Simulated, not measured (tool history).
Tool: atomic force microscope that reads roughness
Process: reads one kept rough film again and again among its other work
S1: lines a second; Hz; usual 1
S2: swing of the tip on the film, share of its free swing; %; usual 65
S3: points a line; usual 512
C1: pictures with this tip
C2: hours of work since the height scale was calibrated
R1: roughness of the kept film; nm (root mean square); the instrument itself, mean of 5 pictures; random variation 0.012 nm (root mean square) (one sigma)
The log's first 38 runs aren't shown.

| run | day | S1 | S2 | S3 | C1 | C2 | R1 |
|---|---|---|---|---|---|---|---|
| 39 | 14.35 | 3.04 | 68 | 257 | 280 | 195 | 2.617 |
| 40 | 14.679 | 3.04 | 68 | 257 | 287 | 199 | 2.624 |
| 41 | 15.008 | 1.68 | 66 | 334 | 294 | 203 | 2.776 |
| 42 | 15.275 | 0.7 | 66 | 468 | 299 | 207 | 2.836 |
| 43 | 15.583 | 1.77 | 65 | 512 | 306 | 211 | 2.784 |
|  | 15.654 | new tip fitted |
| 44 | 15.975 | 1.69 | 75 | 363 | 7 | 216 | 2.685 |
| 45 | 16.262 | 1.69 | 75 | 363 | 13 | 220 | 2.689 |
| 46 | 16.571 | 1.3 | 63 | 533 | 20 | 224 | 2.841 |
| 47 | 17.033 | 1 | 65 | 993 | 29 | 230 | 2.844 |
| 48 | 17.517 | 1.78 | 63 | 376 | 40 | 236 | 2.79 |
| 49 | 17.979 | 1.78 | 63 | 376 | 49 | 242 | 2.806 |
| 50 | 18.238 | 1.78 | 63 | 376 | 55 | 245 | 2.788 |
| 51 | 18.775 | 1.78 | 63 | 376 | 66 | 252 | 2.823 |
| 52 | 19.054 | 3.24 | 60 | 512 | 72 | 256 | 2.755 |
| 53 | 19.562 | 1 | 65 | 384 | 83 | 263 | 2.857 |
| 54 | 20.058 | 1 | 65 | 384 | 94 | 269 | 2.835 |
| 55 | 20.346 | 2.34 | 65 | 362 | 100 | 273 | 2.736 |

Forecast each of these 3 alternatives for the next run:
| A | 20.692 | 2.02 | 57 | 463 | 107 | 277 | ? |
| B | 20.692 | 0.73 | 63 | 270 | 107 | 277 | ? |
| C | 20.692 | 1.1 | 57 | 926 | 107 | 277 | ? |

| run | R1 |
|---|---|
| A | 2.818 |
| B | 2.847 |
| C | 2.855 |
Without the tool's hidden state the same runs would have given:
| run | R1 |
|---|---|
| A | 2.822 |
| B | 2.851 |
| C | 2.859 |
